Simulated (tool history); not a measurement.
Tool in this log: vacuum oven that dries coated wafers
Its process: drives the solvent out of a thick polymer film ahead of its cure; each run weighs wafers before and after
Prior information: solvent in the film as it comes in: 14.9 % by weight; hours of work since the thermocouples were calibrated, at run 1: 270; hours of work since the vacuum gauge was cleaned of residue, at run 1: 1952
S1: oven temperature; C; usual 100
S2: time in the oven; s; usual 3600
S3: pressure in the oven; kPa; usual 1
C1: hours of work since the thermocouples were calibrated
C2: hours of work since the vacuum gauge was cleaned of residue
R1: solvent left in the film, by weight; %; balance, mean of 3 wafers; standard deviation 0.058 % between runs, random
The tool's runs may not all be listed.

| run | hour | S1 | S2 | S3 | C1 | C2 | R1 |
|---|---|---|---|---|---|---|---|
| 1 | 0 | 100 | 3600 | 1 | 270 | 1952 | 3.26 |
| 2 | 72 | 100 | 3600 | 1 | 317 | 1999 | 3.36 |
| 3 | 114.6 | 100 | 3060 | 1 | 345 | 2027 | 3.92 |
| 4 | 192 | 100 | 3600 | 1 | 396 | 2078 | 3.32 |
| 5 | 236.8 | 100 | 3600 | 1.48 | 425 | 2108 | 3.61 |
| 6 | 313.7 | 89 | 3600 | 0.73 | 476 | 2158 | 6.28 |
|  | 323.2 | vacuum gauge cleaned of residue and calibrated |
| 7 | 397.4 | 95 | 4320 | 1 | 530 | 49 | 4.3 |
| 8 | 437.1 | 104 | 1860 | 1 | 556 | 75 | 5.25 |
| 9 | 513.4 | 104 | 1860 | 1 | 606 | 125 | 5.27 |
| 10 | 552.4 | 104 | 1860 | 1 | 632 | 151 | 5.26 |

Below are 5 alternative next runs, each starting from the tool's condition after run 10. Predict each:
|  | 619.2 | vacuum gauge cleaned of residue and calibrated, once more |
| A | 627.7 | 98 | 2700 | 1.99 | 680 | 6 | ? |
|  | 619.2 | vacuum gauge cleaned of residue and calibrated, once more |
| B | 627.7 | 104 | 1860 | 3.84 | 680 | 6 | ? |
|  | 619.2 | vacuum gauge cleaned of residue and calibrated, once more |
| C | 627.7 | 102 | 3120 | 1 | 680 | 6 | ? |
|  | 619.2 | vacuum gauge cleaned of residue and calibrated, once more |
| D | 627.7 | 103 | 1980 | 1 | 680 | 6 | ? |
|  | 619.2 | vacuum gauge cleaned of residue and calibrated, once more |
| E | 627.7 | 100 | 2640 | 0.82 | 680 | 6 | ? |

| run | R1 |
|---|---|
| A | 5.39 |
| B | 6.06 |
| C | 3.33 |
| D | 4.85 |
| E | 4.35 |
The same runs, with their run-to-run variation unchanged, on a tool lacking any hidden condition would have given:
| run | R1 |
|---|---|
| A | 5.1 |
| B | 5.77 |
| C | 3.07 |
| D | 4.58 |
| E | 4.08 |
